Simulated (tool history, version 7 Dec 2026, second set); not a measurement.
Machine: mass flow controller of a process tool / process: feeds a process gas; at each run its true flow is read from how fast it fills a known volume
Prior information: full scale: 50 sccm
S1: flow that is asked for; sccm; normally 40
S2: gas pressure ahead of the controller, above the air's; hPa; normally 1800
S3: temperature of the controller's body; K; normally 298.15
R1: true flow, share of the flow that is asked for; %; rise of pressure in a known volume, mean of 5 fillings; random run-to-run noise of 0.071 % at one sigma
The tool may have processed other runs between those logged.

| run | hour | S1 | S2 | S3 | R1 |
|---|---|---|---|---|---|
| 1 | 0 | 40 | 1800 | 298.15 | 100.89 |
| 2 | 101.8 | 39 | 1800 | 298.15 | 100.95 |
| 3 | 221.7 | 39 | 1800 | 298.15 | 101.02 |
| 4 | 377.2 | 40 | 1800 | 309.15 | 100.82 |
| 5 | 556.5 | 40 | 1800 | 298.15 | 101.24 |
| 6 | 748.4 | 40 | 1800 | 298.15 | 101.19 |
| 7 | 865 | 40 | 1800 | 301.15 | 101.19 |
| 8 | 1044.5 | 40 | 2450 | 301.15 | 101.66 |
| 9 | 1126.9 | 40 | 1800 | 298.15 | 101.26 |
| 10 | 1248.4 | 40 | 1970 | 298.15 | 101.53 |
| 11 | 1447.4 | 35 | 1800 | 295.15 | 101.37 |
| 12 | 1557.2 | 35 | 1910 | 305.15 | 101.04 |
| 13 | 1695 | 13 | 2390 | 310.15 | 99.75 |
| 14 | 1834.9 | 9 | 2770 | 297.15 | 99.54 |
| 15 | 1953.4 | 15 | 1930 | 298.15 | 100.09 |
| 16 | 2104.3 | 38 | 2560 | 298.15 | 102.13 |
| 17 | 2272.9 | 11 | 1510 | 298.15 | 99.14 |
| 18 | 2401.4 | 5 | 2560 | 297.15 | 96.88 |
| 19 | 2575.5 | 10 | 1800 | 298.15 | 99.23 |

Branching from run 19: 3 alternative next runs. What would each branch give?
| A | 2771.8 | 10 | 1800 | 304.15 | ? |
| B | 2771.8 | 16 | 1640 | 294.15 | ? |
| C | 2771.8 | 10 | 1800 | 297.15 | ? |

| run | R1 |
|---|---|
| A | 98.81 |
| B | 100.3 |
| C | 99.29 |
Had the tool no hidden state, the same runs would have come out as:
| run | R1 |
|---|---|
| A | 98.86 |
| B | 99.31 |
| C | 99.34 |
